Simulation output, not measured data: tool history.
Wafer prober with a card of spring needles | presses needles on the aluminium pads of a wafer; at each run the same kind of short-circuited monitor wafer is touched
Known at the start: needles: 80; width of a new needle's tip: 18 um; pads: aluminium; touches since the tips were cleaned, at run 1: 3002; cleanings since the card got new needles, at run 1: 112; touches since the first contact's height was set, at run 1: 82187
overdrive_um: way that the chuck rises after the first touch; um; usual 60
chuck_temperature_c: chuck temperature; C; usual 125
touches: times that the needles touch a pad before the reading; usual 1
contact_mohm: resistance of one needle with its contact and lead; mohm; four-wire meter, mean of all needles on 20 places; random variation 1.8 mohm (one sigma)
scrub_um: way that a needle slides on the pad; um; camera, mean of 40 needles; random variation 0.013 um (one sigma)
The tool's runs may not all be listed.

| run | hour | overdrive_um | chuck_temperature_c | touches | touches since the tips were cleaned | cleanings since the card got new needles | touches since the first contact's height was set | contact_mohm | scrub_um |
|---|---|---|---|---|---|---|---|---|---|
| 1 | 0.0 | 60 | 125 | 1 | 3002 | 112 | 82187 | 193 | 7.64 |
|  | 10.4 | tips cleaned on abrasive film |
|  | 27.8 | tips cleaned on abrasive film |
| 2 | 41.1 | 60 | 125 | 1 | 6212 | 114 | 101263 | 193 | 7.70 |
|  | 44.7 | tips cleaned on abrasive film |
|  | 61.0 | tips cleaned on abrasive film |
|  | 77.6 | tips cleaned on abrasive film |
|  | 92.0 | tips cleaned on abrasive film |
| 3 | 92.0 | 60 | 125 | 1 | 0 | 118 | 124770 | 195 | 7.71 |
|  | 108.6 | tips cleaned on abrasive film |
|  | 124.4 | tips cleaned on abrasive film |
| 4 | 127.1 | 54 | 125 | 1 | 1248 | 120 | 141049 | 203 | 6.92 |
|  | 140.8 | tips cleaned on abrasive film |
| 5 | 152.2 | 54 | 125 | 1 | 5302 | 121 | 152688 | 200 | 6.92 |
|  | 155.7 | tips cleaned on abrasive film |
|  | 172.1 | tips cleaned on abrasive film |
| 6 | 176.6 | 54 | 125 | 1 | 2098 | 123 | 163973 | 201 | 6.94 |
|  | 188.5 | tips cleaned on abrasive film |
|  | 205.5 | tips cleaned on abrasive film |
|  | 221.7 | tips cleaned on abrasive film |
| 7 | 222.5 | 54 | 125 | 1 | 355 | 126 | 185230 | 202 | 6.94 |
|  | 238.3 | tips cleaned on abrasive film |
|  | 254.3 | tips cleaned on abrasive film |
|  | 261.6 | height of the first contact set anew |
|  | 271.1 | tips cleaned on abrasive film |
| 8 | 279.0 | 60 | 125 | 1 | 3684 | 129 | 8065 | 193 | 7.72 |
|  | 287.6 | tips cleaned on abrasive film |
|  | 303.5 | tips cleaned on abrasive film |
| 9 | 312.4 | 57 | 125 | 1 | 4171 | 131 | 23559 | 196 | 7.34 |
|  | 319.4 | tips cleaned on abrasive film |
|  | 336.5 | tips cleaned on abrasive film |
|  | 351.3 | tips cleaned on abrasive film |
| 10 | 364.4 | 60 | 108 | 1 | 6103 | 134 | 47652 | 191 | 7.73 |
|  | 367.7 | tips cleaned on abrasive film |
|  | 384.0 | tips cleaned on abrasive film |
| 11 | 394.2 | 60 | 108 | 1 | 4760 | 136 | 61434 | 190 | 7.72 |
|  | 400.3 | tips cleaned on abrasive film |
|  | 416.8 | tips cleaned on abrasive film |
| 12 | 419.1 | 60 | 108 | 1 | 1077 | 138 | 72945 | 189 | 7.76 |
|  | 433.0 | tips cleaned on abrasive film |
|  | 448.6 | tips cleaned on abrasive film |
| 13 | 449.3 | 60 | 108 | 1 | 354 | 140 | 86952 | 190 | 7.76 |
|  | 463.3 | tips cleaned on abrasive film |
|  | 480.4 | tips cleaned on abrasive film |
| 14 | 491.9 | 60 | 108 | 1 | 5350 | 142 | 106690 | 188 | 7.76 |
|  | 494.8 | tips cleaned on abrasive film |
|  | 510.4 | tips cleaned on abrasive film |
|  | 527.1 | tips cleaned on abrasive film |
| 15 | 539.4 | 60 | 108 | 1 | 5735 | 145 | 128719 | 192 | 7.76 |
|  | 543.0 | tips cleaned on abrasive film |
|  | 560.2 | tips cleaned on abrasive film |
|  | 577.1 | tips cleaned on abrasive film |
|  | 592.5 | tips cleaned on abrasive film |
| 16 | 595.8 | 43 | 125 | 1 | 1531 | 149 | 154802 | 211 | 5.59 |
|  | 609.6 | tips cleaned on abrasive film |
| 17 | 623.2 | 43 | 125 | 1 | 6337 | 150 | 167529 | 215 | 5.58 |
|  | 626.6 | tips cleaned on abrasive film |
|  | 643.8 | tips cleaned on abrasive film |
|  | 659.8 | tips cleaned on abrasive film |
| 18 | 666.3 | 60 | 125 | 3 | 3049 | 153 | 187482 | 193 | 7.78 |
|  | 676.4 | tips cleaned on abrasive film |
|  | 691.4 | tips cleaned on abrasive film |
|  | 698.6 | height of the first contact set anew |
| 19 | 703.4 | 60 | 125 | 3 | 5450 | 155 | 2217 | 190 | 7.81 |
|  | 707.0 | tips cleaned on abrasive film |
|  | 724.2 | tips cleaned on abrasive film |
| 20 | 737.6 | 62 | 47 | 1 | 6213 | 157 | 18046 | 173 | 8.07 |
|  | 741.1 | tips cleaned on abrasive film |
|  | 756.4 | tips cleaned on abrasive film |
|  | 772.2 | tips cleaned on abrasive film |
|  | 787.8 | tips cleaned on abrasive film |
| 21 | 791.1 | 68 | 125 | 1 | 1517 | 161 | 42796 | 187 | 8.82 |
|  | 804.9 | tips cleaned on abrasive film |
| 22 | 814.5 | 49 | 36 | 1 | 4474 | 162 | 53662 | 181 | 6.37 |
|  | 821.5 | tips cleaned on abrasive film |
|  | 837.7 | tips cleaned on abrasive film |
| 23 | 838.2 | 49 | 36 | 1 | 202 | 164 | 64611 | 179 | 6.36 |
|  | 854.6 | tips cleaned on abrasive film |
|  | 871.3 | tips cleaned on abrasive film |
| 24 | 875.9 | 49 | 36 | 1 | 2181 | 166 | 82120 | 184 | 6.37 |
|  | 886.4 | tips cleaned on abrasive film |
|  | 902.7 | tips cleaned on abrasive film |
| 25 | 904.4 | 46 | 36 | 2 | 775 | 168 | 95278 | 185 | 6.00 |
|  | 917.4 | tips cleaned on abrasive film |
|  | 933.7 | tips cleaned on abrasive film |
|  | 950.0 | tips cleaned on abrasive film |
| 26 | 955.6 | 46 | 36 | 2 | 2625 | 171 | 119013 | 183 | 6.00 |
|  | 966.1 | tips cleaned on abrasive film |
|  | 981.4 | tips cleaned on abrasive film |
| 27 | 983.3 | 46 | 36 | 2 | 885 | 173 | 131843 | 186 | 6.01 |
|  | 996.6 | tips cleaned on abrasive film |
|  | 1013.0 | tips cleaned on abrasive film |
| 28 | 1014.6 | 76 | 41 | 3 | 751 | 175 | 146343 | 164 | 9.92 |

Forecast each of these 5 alternatives for the next run:
|  | 1027.6 | tips cleaned on abrasive film |
|  | 1041.6 | tips cleaned on abrasive film |
| A | 1041.6 | 45 | 41 | 2 | 0 | 177 | 158844 | ? | ? |
|  | 1027.6 | tips cleaned on abrasive film |
|  | 1041.6 | tips cleaned on abrasive film |
| B | 1041.6 | 76 | 61 | 3 | 0 | 177 | 158844 | ? | ? |
|  | 1027.6 | tips cleaned on abrasive film |
|  | 1041.6 | tips cleaned on abrasive film |
| C | 1041.6 | 76 | 29 | 2 | 0 | 177 | 158844 | ? | ? |
|  | 1027.6 | tips cleaned on abrasive film |
|  | 1041.6 | tips cleaned on abrasive film |
| D | 1041.6 | 76 | 27 | 1 | 0 | 177 | 158844 | ? | ? |
|  | 1027.6 | tips cleaned on abrasive film |
|  | 1041.6 | tips cleaned on abrasive film |
| E | 1041.6 | 80 | 37 | 1 | 0 | 177 | 158844 | ? | ? |

| run | contact_mohm | scrub_um |
|---|---|---|
| A | 184 | 5.89 |
| B | 172 | 9.94 |
| C | 163 | 9.93 |
| D | 161 | 9.94 |
| E | 160 | 10.42 |
Without the tool's hidden state the same runs would have given:
| run | contact_mohm | scrub_um |
|---|---|---|
| A | 184 | 5.77 |
| B | 172 | 9.73 |
| C | 163 | 9.73 |
| D | 161 | 9.73 |
| E | 160 | 10.21 |

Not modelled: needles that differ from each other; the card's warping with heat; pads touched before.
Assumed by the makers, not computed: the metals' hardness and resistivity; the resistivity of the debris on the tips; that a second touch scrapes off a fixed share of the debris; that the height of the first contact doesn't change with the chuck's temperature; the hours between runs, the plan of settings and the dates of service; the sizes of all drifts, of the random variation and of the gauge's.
